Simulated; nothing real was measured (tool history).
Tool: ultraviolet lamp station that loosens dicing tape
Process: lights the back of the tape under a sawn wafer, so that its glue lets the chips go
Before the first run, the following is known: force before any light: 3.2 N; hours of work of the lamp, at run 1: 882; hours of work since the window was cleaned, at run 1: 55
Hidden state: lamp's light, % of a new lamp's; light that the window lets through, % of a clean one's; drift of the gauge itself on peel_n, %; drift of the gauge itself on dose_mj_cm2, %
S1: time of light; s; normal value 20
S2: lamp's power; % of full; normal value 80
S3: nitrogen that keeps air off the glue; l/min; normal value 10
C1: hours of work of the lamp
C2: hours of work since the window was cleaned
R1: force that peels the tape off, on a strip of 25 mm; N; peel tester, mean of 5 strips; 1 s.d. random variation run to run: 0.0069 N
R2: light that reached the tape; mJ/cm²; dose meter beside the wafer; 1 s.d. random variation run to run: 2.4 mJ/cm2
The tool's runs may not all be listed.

run,hour,S1,S2,S3,C1,C2,R1,R2
1,0.0,20,80,10,882,55,0.233,266
2,79.9,20,79,10,938,111,0.238,270
# hour 112.5: lamp changed
3,157.4,20,79,10,32,165,0.240,268
# hour 217.3: window cleaned of glue's vapour
4,226.7,20,79,10,80,7,0.240,263
5,299.1,20,79,10,132,58,0.247,264
6,384.2,20,79,10,192,118,0.237,267
7,459.8,20,79,10,245,172,0.234,264
# hour 512.4: window cleaned of glue's vapour
8,544.6,20,79,10,305,23,0.253,262
9,641.8,20,79,10,374,92,0.230,267
10,693.9,20,80,10,411,128,0.232,265
11,791.8,20,80,10,480,198,0.235,269
# hour 808.0: window cleaned of glue's vapour
12,855.9,20,80,10,525,34,0.231,272
13,944.5,20,80,10,588,97,0.230,269
14,991.8,20,68,10,621,130,0.304,230
15,1092.6,20,68,10,693,201,0.298,227
# hour 1102.0: window cleaned of glue's vapour
16,1147.9,19,80,10,731,32,0.258,255
17,1225.4,19,80,10,786,87,0.262,258
18,1320.3,20,77,10,853,155,0.244,258
19,1369.1,20,77,10,888,189,0.250,258
# hour 1401.5: window cleaned of glue's vapour
20,1431.6,20,80,5,932,21,0.330,269
# hour 1468.1: lamp changed
21,1514.0,20,80,5,32,79,0.332,270
22,1600.9,12,80,6,94,140,0.670,161
23,1655.2,12,80,6,132,179,0.681,163
# hour 1698.9: window cleaned of glue's vapour
24,1721.8,27,75,10,179,16,0.170,342
25,1789.9,27,75,10,227,64,0.172,335
26,1885.3,27,75,10,295,132,0.182,343
27,1960.8,39,65,10,348,185,0.141,424
# hour 1992.7: window cleaned of glue's vapour
28,2048.7,39,65,10,410,40,0.137,430
29,2126.8,39,65,10,465,95,0.130,426
30,2223.0,15,69,5,534,163,0.652,172
31,2280.2,38,69,5,574,203,0.164,438
# hour 2288.2: window cleaned of glue's vapour
32,2351.6,11,98,6,624,45,0.566,182
33,2421.1,39,83,7,673,94,0.128,549
34,2495.6,14,91,8,726,147,0.375,213
35,2550.4,28,62,10,765,186,0.216,292
# hour 2583.9: window cleaned of glue's vapour
36,2624.0,16,80,10,817,28,0.335,217
37,2686.5,24,80,4,861,73,0.267,322
38,2771.2,24,86,4,921,133,0.234,349
39,2813.8,20,62,7,951,163,0.433,212
# hour 2821.2: lamp changed
# hour 2877.6: window cleaned of glue's vapour
40,2884.5,20,62,4,44,5,0.559,211
41,2953.6,20,97,4,93,54,0.280,326

4 options for the next run, each taken on its own from the tool as it stands now. Forecast them:
A,3013.7,20,96,4,136,96,?,?
B,3013.7,29,97,4,136,96,?,?
C,3013.7,28,97,4,136,96,?,?
D,3013.7,29,80,10,136,96,?,?

run,R1,R2
A,0.282,320
B,0.157,478
C,0.164,450
D,0.149,388
With the hidden condition removed and each run's random variation left untouched, the same runs would have given:
run,R1,R2
A,0.281,320
B,0.157,478
C,0.164,450
D,0.149,389

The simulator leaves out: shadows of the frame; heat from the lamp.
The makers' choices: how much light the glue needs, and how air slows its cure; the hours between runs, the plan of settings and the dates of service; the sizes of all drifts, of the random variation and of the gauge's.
